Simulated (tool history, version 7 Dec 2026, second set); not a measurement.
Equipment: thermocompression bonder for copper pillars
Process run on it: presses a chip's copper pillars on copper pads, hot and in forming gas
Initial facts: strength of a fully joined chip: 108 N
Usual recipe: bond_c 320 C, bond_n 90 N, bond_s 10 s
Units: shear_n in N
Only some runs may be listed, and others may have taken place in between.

{"run": 1, "day": 0.0, "bond_c": 320, "bond_n": 90, "bond_s": 10, "shear_n": 39.9}
{"run": 2, "day": 1.462, "bond_c": 345, "bond_n": 90, "bond_s": 10, "shear_n": 49}
{"run": 3, "day": 2.488, "bond_c": 345, "bond_n": 90, "bond_s": 10, "shear_n": 49.2}
{"run": 4, "day": 3.292, "bond_c": 345, "bond_n": 90, "bond_s": 10, "shear_n": 48.9}
{"run": 5, "day": 4.383, "bond_c": 345, "bond_n": 90, "bond_s": 10, "shear_n": 48.6}
{"run": 6, "day": 5.817, "bond_c": 345, "bond_n": 90, "bond_s": 10, "shear_n": 49}
{"day": 6.317, "done": "heater calibrated with a thermocouple chip"}
{"day": 6.829, "done": "forming gas filter changed"}
{"run": 7, "day": 6.829, "bond_c": 320, "bond_n": 90, "bond_s": 8, "shear_n": 36.9}
{"run": 8, "day": 7.925, "bond_c": 348, "bond_n": 90, "bond_s": 10, "shear_n": 49.6}
{"run": 9, "day": 8.8, "bond_c": 322, "bond_n": 90, "bond_s": 10, "shear_n": 40.4}
{"run": 10, "day": 9.912, "bond_c": 319, "bond_n": 90, "bond_s": 10, "shear_n": 39.7}
{"run": 11, "day": 11.171, "bond_c": 319, "bond_n": 95, "bond_s": 15, "shear_n": 48.5}
{"run": 12, "day": 12.992, "bond_c": 319, "bond_n": 95, "bond_s": 15, "shear_n": 47.8}
{"run": 13, "day": 14.925, "bond_c": 304, "bond_n": 63, "bond_s": 20, "shear_n": 36.2}
{"day": 15.1, "done": "forming gas filter changed"}
{"run": 14, "day": 16.733, "bond_c": 296, "bond_n": 90, "bond_s": 10, "shear_n": 32.2}
{"run": 15, "day": 18.038, "bond_c": 320, "bond_n": 65, "bond_s": 7, "shear_n": 27.9}

Branching from run 15: 4 alternative next runs. What would each branch give?
{"run": "A", "day": 19.896, "bond_c": 332, "bond_n": 90, "bond_s": 10, "shear_n": "?"}
{"run": "B", "day": 19.896, "bond_c": 293, "bond_n": 74, "bond_s": 7, "shear_n": "?"}
{"run": "C", "day": 19.896, "bond_c": 320, "bond_n": 90, "bond_s": 12, "shear_n": "?"}
{"run": "D", "day": 19.896, "bond_c": 320, "bond_n": 65, "bond_s": 23, "shear_n": "?"}

run=A shear_n=44.2
run=B shear_n=23.6
run=C shear_n=43.4
run=D shear_n=45.4
What these runs would have given with no unlogged condition in the tool:
run=A shear_n=44.3
run=B shear_n=23.6
run=C shear_n=43.4
run=D shear_n=45.5
